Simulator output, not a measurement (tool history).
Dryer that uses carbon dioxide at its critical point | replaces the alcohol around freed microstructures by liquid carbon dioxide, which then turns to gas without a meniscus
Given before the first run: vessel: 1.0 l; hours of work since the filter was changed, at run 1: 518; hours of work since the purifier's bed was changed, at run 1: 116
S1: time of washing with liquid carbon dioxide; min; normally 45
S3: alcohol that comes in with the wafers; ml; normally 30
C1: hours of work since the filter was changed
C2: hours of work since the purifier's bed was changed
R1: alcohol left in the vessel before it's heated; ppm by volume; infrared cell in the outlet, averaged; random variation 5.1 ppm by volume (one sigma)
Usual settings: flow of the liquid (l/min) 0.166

{"run": 1, "hour": 0.0, "S1": 45, "flow of the liquid (l/min)": 0.166, "S3": 30, "C1": 518, "C2": 116, "R1": 129}
{"run": 2, "hour": 5.1, "S1": 45, "flow of the liquid (l/min)": 0.166, "S3": 30, "C1": 521, "C2": 119, "R1": 129}
{"run": 3, "hour": 8.9, "S1": 45, "flow of the liquid (l/min)": 0.166, "S3": 30, "C1": 523, "C2": 121, "R1": 141}
{"run": 4, "hour": 13.7, "S1": 45, "flow of the liquid (l/min)": 0.166, "S3": 30, "C1": 526, "C2": 123, "R1": 134}
{"run": 5, "hour": 20.7, "S1": 45, "flow of the liquid (l/min)": 0.166, "S3": 30, "C1": 529, "C2": 127, "R1": 126}
{"run": 6, "hour": 26.8, "S1": 45, "flow of the liquid (l/min)": 0.166, "S3": 30, "C1": 533, "C2": 130, "R1": 130}
{"run": 7, "hour": 31.0, "S1": 45, "flow of the liquid (l/min)": 0.166, "S3": 30, "C1": 535, "C2": 132, "R1": 133}
{"run": 8, "hour": 36.1, "S1": 48, "flow of the liquid (l/min)": 0.166, "S3": 30, "C1": 538, "C2": 135, "R1": 105}
{"run": 9, "hour": 43.6, "S1": 48, "flow of the liquid (l/min)": 0.166, "S3": 30, "C1": 542, "C2": 139, "R1": 99}
{"run": 10, "hour": 49.2, "S1": 48, "flow of the liquid (l/min)": 0.166, "S3": 30, "C1": 545, "C2": 142, "R1": 102}
{"hour": 54.6, "done": "inlet filter changed"}
{"run": 11, "hour": 55.6, "S1": 48, "flow of the liquid (l/min)": 0.166, "S3": 30, "C1": 1, "C2": 145, "R1": 69}
{"run": 12, "hour": 61.8, "S1": 48, "flow of the liquid (l/min)": 0.166, "S3": 30, "C1": 4, "C2": 149, "R1": 67}
{"run": 13, "hour": 69.9, "S1": 45, "flow of the liquid (l/min)": 0.166, "S3": 30, "C1": 8, "C2": 153, "R1": 90}
{"run": 14, "hour": 78.5, "S1": 45, "flow of the liquid (l/min)": 0.166, "S3": 30, "C1": 13, "C2": 157, "R1": 88}
{"run": 15, "hour": 82.8, "S1": 45, "flow of the liquid (l/min)": 0.179, "S3": 30, "C1": 15, "C2": 160, "R1": 65}
{"run": 16, "hour": 88.9, "S1": 67, "flow of the liquid (l/min)": 0.143, "S3": 30, "C1": 18, "C2": 163, "R1": 34}
{"run": 17, "hour": 95.8, "S1": 67, "flow of the liquid (l/min)": 0.143, "S3": 30, "C1": 22, "C2": 167, "R1": 34}
{"run": 18, "hour": 104.3, "S1": 67, "flow of the liquid (l/min)": 0.143, "S3": 30, "C1": 27, "C2": 171, "R1": 31}
{"run": 19, "hour": 109.9, "S1": 54, "flow of the liquid (l/min)": 0.111, "S3": 95, "C1": 30, "C2": 174, "R1": 864}
{"run": 20, "hour": 113.8, "S1": 54, "flow of the liquid (l/min)": 0.201, "S3": 43, "C1": 32, "C2": 176, "R1": 28}
{"run": 21, "hour": 119.1, "S1": 43, "flow of the liquid (l/min)": 0.196, "S3": 78, "C1": 35, "C2": 179, "R1": 105}
{"run": 22, "hour": 127.7, "S1": 48, "flow of the liquid (l/min)": 0.166, "S3": 97, "C1": 39, "C2": 184, "R1": 188}
{"run": 23, "hour": 136.3, "S1": 30, "flow of the liquid (l/min)": 0.108, "S3": 46, "C1": 44, "C2": 188, "R1": 3834}
{"run": 24, "hour": 142.1, "S1": 35, "flow of the liquid (l/min)": 0.201, "S3": 46, "C1": 47, "C2": 192, "R1": 180}
{"run": 25, "hour": 148.2, "S1": 69, "flow of the liquid (l/min)": 0.1, "S3": 30, "C1": 50, "C2": 195, "R1": 156}
{"run": 26, "hour": 152.1, "S1": 33, "flow of the liquid (l/min)": 0.101, "S3": 28, "C1": 52, "C2": 197, "R1": 2082}
{"run": 27, "hour": 156.5, "S1": 71, "flow of the liquid (l/min)": 0.124, "S3": 77, "C1": 55, "C2": 199, "R1": 92}
{"run": 28, "hour": 164.0, "S1": 71, "flow of the liquid (l/min)": 0.124, "S3": 77, "C1": 59, "C2": 203, "R1": 99}
{"run": 29, "hour": 171.5, "S1": 48, "flow of the liquid (l/min)": 0.11, "S3": 77, "C1": 63, "C2": 207, "R1": 1279}

Forecast each of these 5 alternatives for the next run:
{"run": "A", "hour": 176.8, "S1": 43, "flow of the liquid (l/min)": 0.103, "S3": 77, "C1": 65, "C2": 210, "R1": "?"}
{"run": "B", "hour": 176.8, "S1": 45, "flow of the liquid (l/min)": 0.166, "S3": 27, "C1": 65, "C2": 210, "R1": "?"}
{"run": "C", "hour": 176.8, "S1": 29, "flow of the liquid (l/min)": 0.168, "S3": 73, "C1": 65, "C2": 210, "R1": "?"}
{"run": "D", "hour": 176.8, "S1": 45, "flow of the liquid (l/min)": 0.126, "S3": 38, "C1": 65, "C2": 210, "R1": "?"}
{"run": "E", "hour": 176.8, "S1": 33, "flow of the liquid (l/min)": 0.126, "S3": 54, "C1": 65, "C2": 210, "R1": "?"}

run=A R1=2467
run=B R1=82
run=C R1=1571
run=D R1=467
run=E R1=2145
Stripped of hidden state, with their random variation kept, the same runs would have yielded:
run=A R1=2363
run=B R1=63
run=C R1=1493
run=D R1=431
run=E R1=2056

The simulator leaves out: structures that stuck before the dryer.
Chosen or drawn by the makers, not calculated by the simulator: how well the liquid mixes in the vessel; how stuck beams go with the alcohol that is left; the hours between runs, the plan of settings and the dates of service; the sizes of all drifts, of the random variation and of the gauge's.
